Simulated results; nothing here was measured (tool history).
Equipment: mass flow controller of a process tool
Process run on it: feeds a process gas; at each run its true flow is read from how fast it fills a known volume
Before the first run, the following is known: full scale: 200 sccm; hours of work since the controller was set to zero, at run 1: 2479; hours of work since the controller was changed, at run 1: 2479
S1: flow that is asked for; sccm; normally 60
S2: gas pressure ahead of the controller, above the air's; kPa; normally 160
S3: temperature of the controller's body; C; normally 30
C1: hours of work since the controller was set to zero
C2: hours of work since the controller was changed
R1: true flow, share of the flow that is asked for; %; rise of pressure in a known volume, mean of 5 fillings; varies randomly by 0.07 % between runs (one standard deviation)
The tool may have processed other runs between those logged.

run    hour  S1   S2  S3    C1    C2     R1
  1       0  60  160  30  2479  2479  96.87
  2   169.3  60  160  30  2573  2573  96.87
  3   254.4  60  160  29  2620  2620  96.97
  4   401.1  60  160  32  2700  2700  96.55
  5   556.3  60  160  32  2786  2786  96.49
  6     694  60  160  30  2862  2862  96.67
  7     880  60  160  30  2965  2965  96.64
  8  1013.3  60  160  30  3038  3038  96.49
  9  1128.3  60  160  30  3102  3102   96.6
 10  1277.3  60  160  30  3184  3184  96.39
 11  1361.7  60  160  30  3230  3230  96.54
 12  1449.4  60  273  30  3279  3279  95.86
 13  1615.7  60  273  22  3371  3371  96.33
 14    1715  60  175  22  3425  3425  96.69
 15  1868.1  60  263  22  3510  3510  96.39
 16  2053.6  60  263  22  3612  3612  96.26
 17  2137.1  22  158  38  3658  3658  94.27
 18  2256.2  62  171  34  3724  3724  95.83
 19  2375.9  62  171  34  3790  3790  95.75
 20  2532.7  62  171  34  3877  3877  95.84
 21  2655.4  38  217  23  3944  3944  95.68
 22  2755.7  38  217  23  4000  4000  95.66
 23  2895.2  51  148  25  4077  4077  96.12
 24  3065.7  51  148  25  4171  4171  96.21

Here are 3 independent what-if runs from the current tool condition. What would each one return?
  A  3201.7  114  192  30  4246  4246   ?
  B  3201.7   85  214  27  4246  4246   ?
  C  3201.7   27  160  30  4246  4246   ?

run     R1
  A  96.62
  B  96.29
  C  94.67
Stripped of hidden state, with their random variation kept, the same runs would have yielded:
run     R1
  A  98.63
  B  98.41
  C  97.76
